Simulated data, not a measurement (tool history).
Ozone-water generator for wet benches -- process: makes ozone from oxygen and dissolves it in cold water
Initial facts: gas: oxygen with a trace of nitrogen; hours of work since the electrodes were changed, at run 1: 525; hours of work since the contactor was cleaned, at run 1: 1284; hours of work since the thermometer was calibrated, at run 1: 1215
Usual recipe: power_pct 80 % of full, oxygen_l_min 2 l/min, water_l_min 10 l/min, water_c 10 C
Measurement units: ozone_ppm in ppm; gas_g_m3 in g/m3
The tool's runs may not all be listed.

run     day  power_pct  oxygen_l_min  water_l_min  water_c  hours of work since the electrodes were changed  hours of work since the contactor was cleaned  hours of work since the thermometer was calibrated  ozone_ppm  gas_g_m3
  1       0         80             2           10       10                                              525                                           1284                                                1215       25.1     278.6
  2    1.85         80          1.69           10       10                                              564                                           1323                                                1254       24.4     303.5
  3   3.804         80          1.69           10       10                                              606                                           1365                                                1295       24.7     305.1
  4   5.262         80          1.69           10       10                                              636                                           1396                                                1326       24.4     302.8
  5   7.483         80          1.69           10       10                                              683                                           1442                                                1373       24.2     305.6
  6     9.5         80          1.69           10       10                                              726                                           1485                                                1415       24.4     306.3
  7  11.083         69             2           10       10                                              759                                           1518                                                1449       22.1     244.5
  8  12.233         80             2           10       10                                              784                                           1543                                                1473       24.9     277.7
  9  14.725         80             2           10       10                                              836                                           1595                                                1526       25.5     278.7
 10  17.071         80             2           10       10                                              886                                           1645                                                1575       25.1       277
 11  19.554         80             2           10       10                                              938                                           1697                                                1628       24.8     275.2
 12  21.729         80          2.32           10        5                                              984                                           1743                                                1674       26.8     255.2
 13  22.946         80          2.32           10        5                                             1010                                           1769                                                1700       26.6     254.5
 14  24.412         80          2.32           10        5                                             1041                                           1800                                                1730       26.8     257.7
 15   25.55         80          2.32           10       17                                             1065                                           1824                                                1755       23.2     255.7
 16  27.133         80          2.24           13       10                                             1098                                           1857                                                1788       19.5       261
 17  29.392         80          2.99           10        5                                             1146                                           1905                                                1836       27.5     223.9
 18  31.112         80          1.42            7        7                                             1183                                           1942                                                1872       34.2     328.2

How would selected steps in ozone_ppm from run to run divide? Give the signed amount a tool lacking its hidden state would still show from settings, what came in and random variation, and the signed amount left for the hidden state, including any gauge scatter that is not in both of the compared results.
Hidden state present: yield of the discharge, % of new electrodes'; contactor's efficiency, % of a clean one's; true water temperature over the reading, C; drift of the gauge itself on ozone_ppm, %; drift of the gauge itself on gas_g_m3, %.
Run 16 -> 17: oxygen_l_min 2.24 -> 2.99, water_l_min 13 -> 10, water_c 10 -> 5. ozone_ppm +8 ppm: hidden state -0.2, all else +8.2.

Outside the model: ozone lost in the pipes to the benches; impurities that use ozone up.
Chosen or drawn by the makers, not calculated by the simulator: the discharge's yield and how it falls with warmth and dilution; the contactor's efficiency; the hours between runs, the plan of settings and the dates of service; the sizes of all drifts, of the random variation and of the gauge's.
